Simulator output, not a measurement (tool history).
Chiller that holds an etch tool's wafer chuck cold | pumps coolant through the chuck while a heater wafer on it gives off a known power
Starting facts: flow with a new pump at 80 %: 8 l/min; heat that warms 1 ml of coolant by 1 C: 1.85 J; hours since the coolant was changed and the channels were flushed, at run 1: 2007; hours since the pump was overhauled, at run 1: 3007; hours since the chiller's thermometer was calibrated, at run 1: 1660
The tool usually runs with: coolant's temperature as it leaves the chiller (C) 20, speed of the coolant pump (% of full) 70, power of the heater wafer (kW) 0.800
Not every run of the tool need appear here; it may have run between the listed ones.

run,day,coolant's temperature as it leaves the chiller (C),speed of the coolant pump (% of full),power of the heater wafer (kW),hours since the coolant was changed and the channels were flushed,hours since the pump was overhauled,hours since the chiller's thermometer was calibrated,chuck's temperature once it has settled (C),how much warmer the coolant comes back (C)
1,0.000,20,70,0.800,2007,3007,1660,30.3,3.96
2,2.275,20,70,0.800,2062,3062,1715,30.5,4.01
3,4.896,20,70,0.476,2125,3125,1778,26.1,2.40
4,6.283,20,70,0.476,2158,3158,1811,26.0,2.42
5,9.467,20,70,0.476,2234,3234,1887,26.0,2.35
6,11.000,20,70,0.476,2271,3271,1924,26.2,2.41
7,12.688,25,70,0.800,2312,3312,1965,35.7,4.02
8,14.583,24,80,0.650,2357,3357,2010,31.5,2.80
9,16.921,24,80,0.650,2413,3413,2066,31.4,2.81
10,19.771,24,80,0.650,2482,3482,2135,31.5,2.82
11,22.696,27,70,0.830,2552,3552,2205,38.2,4.26

Forecast each of these 3 alternatives for the next run:
A,25.862,19,99,0.558,2628,3628,2281,?,?
B,25.862,16,70,0.830,2628,3628,2281,?,?
C,25.862,22,70,0.800,2628,3628,2281,?,?

run,chuck's temperature once it has settled (C),how much warmer the coolant comes back (C)
A,24.3,1.90
B,27.2,4.22
C,32.7,4.07
With the hidden condition removed and each run's random variation left untouched, the same runs would have given:
run,chuck's temperature once it has settled (C),how much warmer the coolant comes back (C)
A,23.8,1.76
B,25.7,3.92
C,31.3,3.79
